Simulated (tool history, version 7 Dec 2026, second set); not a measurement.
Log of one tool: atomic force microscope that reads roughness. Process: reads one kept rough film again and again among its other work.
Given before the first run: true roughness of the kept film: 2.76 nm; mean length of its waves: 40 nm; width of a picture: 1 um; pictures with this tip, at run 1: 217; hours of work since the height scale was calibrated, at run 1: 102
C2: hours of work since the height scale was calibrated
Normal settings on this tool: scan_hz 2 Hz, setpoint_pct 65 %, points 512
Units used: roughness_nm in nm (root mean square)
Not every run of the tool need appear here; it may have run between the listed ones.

Run 1, hour 0: usual settings; pictures with this tip 217; C2 102. Result: roughness_nm 2.393 nm (root mean square).
Run 2, hour 21.9: usual settings; pictures with this tip 261; C2 118. Result: roughness_nm 2.383 nm (root mean square).
Run 3, hour 34.7: usual settings but setpoint_pct 88 %; pictures with this tip 287; C2 128. Result: roughness_nm 2.08 nm (root mean square).
Run 4, hour 63.3: usual settings but setpoint_pct 88 %; pictures with this tip 345; C2 149. Result: roughness_nm 2.046 nm (root mean square).
At hour 74: new tip fitted.
Run 5, hour 92.6: usual settings but scan_hz 2.12 Hz; pictures with this tip 37; C2 170. Result: roughness_nm 2.493 nm (root mean square).
Run 6, hour 105.2: usual settings; pictures with this tip 63; C2 179. Result: roughness_nm 2.468 nm (root mean square).
Run 7, hour 133.5: usual settings; pictures with this tip 120; C2 200. Result: roughness_nm 2.438 nm (root mean square).
Run 8, hour 162.6: usual settings; pictures with this tip 179; C2 221. Result: roughness_nm 2.386 nm (root mean square).
Run 9, hour 175.9: usual settings but points 318; pictures with this tip 206; C2 231. Result: roughness_nm 2.384 nm (root mean square).
Run 10, hour 192.9: usual settings but points 318; pictures with this tip 241; C2 244. Result: roughness_nm 2.341 nm (root mean square).
Run 11, hour 221.3: usual settings but points 731; pictures with this tip 298; C2 264. Result: roughness_nm 2.34 nm (root mean square).
Run 12, hour 237.6: usual settings but points 731; pictures with this tip 331; C2 276. Result: roughness_nm 2.32 nm (root mean square).
At hour 254.1: new tip fitted.
Run 13, hour 264.6: usual settings but points 283; pictures with this tip 21; C2 296. Result: roughness_nm 2.471 nm (root mean square).
Run 14, hour 293.9: usual settings but points 283; pictures with this tip 80; C2 317. Result: roughness_nm 2.436 nm (root mean square).
Run 15, hour 318.9: usual settings but points 283; pictures with this tip 131; C2 336. Result: roughness_nm 2.418 nm (root mean square).
Run 16, hour 337.8: usual settings but points 283; pictures with this tip 169; C2 350. Result: roughness_nm 2.375 nm (root mean square).
Run 17, hour 350: usual settings but points 283; pictures with this tip 194; C2 359. Result: roughness_nm 2.37 nm (root mean square).
Run 18, hour 366.1: usual settings; pictures with this tip 227; C2 370. Result: roughness_nm 2.379 nm (root mean square).
Run 19, hour 389.9: usual settings but points 433; pictures with this tip 275; C2 388. Result: roughness_nm 2.344 nm (root mean square).
Run 20, hour 415.1: usual settings but setpoint_pct 78 %, points 433; pictures with this tip 326; C2 406. Result: roughness_nm 2.168 nm (root mean square).
At hour 434.6: new tip fitted.
Run 21, hour 440.5: usual settings but scan_hz 3.02 Hz, points 355; pictures with this tip 12; C2 425. Result: roughness_nm 2.399 nm (root mean square).
Run 22, hour 459.1: usual settings but scan_hz 3.02 Hz, points 365; pictures with this tip 49; C2 438. Result: roughness_nm 2.351 nm (root mean square).
Run 23, hour 483.3: usual settings but scan_hz 3.02 Hz, points 525; pictures with this tip 98; C2 456. Result: roughness_nm 2.352 nm (root mean square).
Run 24, hour 503.8: usual settings but scan_hz 3.02 Hz, points 525; pictures with this tip 140; C2 471. Result: roughness_nm 2.346 nm (root mean square).
Run 25, hour 519.9: usual settings but scan_hz 3.02 Hz, points 525; pictures with this tip 172; C2 483. Result: roughness_nm 2.307 nm (root mean square).
Run 26, hour 539.6: usual settings but scan_hz 1.9 Hz, points 525; pictures with this tip 212; C2 497. Result: roughness_nm 2.37 nm (root mean square).
Run 27, hour 567: usual settings but scan_hz 0.61 Hz, setpoint_pct 59 %, points 553; pictures with this tip 268; C2 517. Result: roughness_nm 2.458 nm (root mean square).
Run 28, hour 589.7: usual settings but scan_hz 0.61 Hz, setpoint_pct 59 %, points 553; pictures with this tip 314; C2 534. Result: roughness_nm 2.431 nm (root mean square).
Run 29, hour 607.7: usual settings but scan_hz 0.61 Hz, setpoint_pct 70 %, points 910; pictures with this tip 350; C2 547. Result: roughness_nm 2.356 nm (root mean square).
At hour 614.4: new tip fitted.
Run 30, hour 633.2: usual settings but scan_hz 2.69 Hz, setpoint_pct 81 %, points 577; pictures with this tip 38; C2 566. Result: roughness_nm 2.185 nm (root mean square).
Run 31, hour 648.1: usual settings but scan_hz 2.61 Hz; pictures with this tip 68; C2 577. Result: roughness_nm 2.392 nm (root mean square).
Run 32, hour 666.3: usual settings but scan_hz 0.59 Hz, setpoint_pct 72 %, points 449; pictures with this tip 105; C2 590. Result: roughness_nm 2.503 nm (root mean square).
Run 33, hour 693.2: usual settings but scan_hz 2.58 Hz, setpoint_pct 80 %, points 436; pictures with this tip 160; C2 610. Result: roughness_nm 2.127 nm (root mean square).
Run 34, hour 705.5: usual settings but scan_hz 0.61 Hz; pictures with this tip 184; C2 619. Result: roughness_nm 2.459 nm (root mean square).
Run 35, hour 723.9: usual settings but scan_hz 0.61 Hz; pictures with this tip 222; C2 632. Result: roughness_nm 2.458 nm (root mean square).
Run 36, hour 739.1: usual settings but setpoint_pct 58 %; pictures with this tip 253; C2 643. Result: roughness_nm 2.394 nm (root mean square).
Run 37, hour 762.9: usual settings but scan_hz 1.29 Hz, setpoint_pct 82 %, points 768; pictures with this tip 301; C2 661. Result: roughness_nm 2.246 nm (root mean square).
Run 38, hour 788: usual settings but scan_hz 0.95 Hz, setpoint_pct 61 %, points 269; pictures with this tip 352; C2 679. Result: roughness_nm 2.352 nm (root mean square).

Below are 5 alternative next runs, each starting from the tool's condition after run 38. Predict each:
At hour 794.5: new tip fitted.
Run A, hour 811.1: usual settings but scan_hz 0.95 Hz, setpoint_pct 61 %, points 306; pictures with this tip 34; C2 696. Result: roughness_nm ?.
At hour 794.5: new tip fitted.
Run B, hour 811.1: usual settings but scan_hz 2.64 Hz, setpoint_pct 72 %, points 631; pictures with this tip 34; C2 696. Result: roughness_nm ?.
At hour 794.5: new tip fitted.
Run C, hour 811.1: usual settings but scan_hz 0.95 Hz, setpoint_pct 67 %, points 321; pictures with this tip 34; C2 696. Result: roughness_nm ?.
At hour 794.5: new tip fitted.
Run D, hour 811.1: usual settings but scan_hz 0.95 Hz, setpoint_pct 62 %, points 269; pictures with this tip 34; C2 696. Result: roughness_nm ?.
At hour 794.5: new tip fitted.
Run E, hour 811.1: usual settings but scan_hz 2.32 Hz, setpoint_pct 78 %, points 570; pictures with this tip 34; C2 696. Result: roughness_nm ?.

run  roughness_nm
  A         2.537
  B         2.329
  C         2.497
  D         2.515
  E         2.247
The same runs, with their run-to-run variation unchanged, on a tool lacking any hidden condition would have given:
run  roughness_nm
  A         2.597
  B         2.384
  C         2.556
  D         2.575
  E         2.301

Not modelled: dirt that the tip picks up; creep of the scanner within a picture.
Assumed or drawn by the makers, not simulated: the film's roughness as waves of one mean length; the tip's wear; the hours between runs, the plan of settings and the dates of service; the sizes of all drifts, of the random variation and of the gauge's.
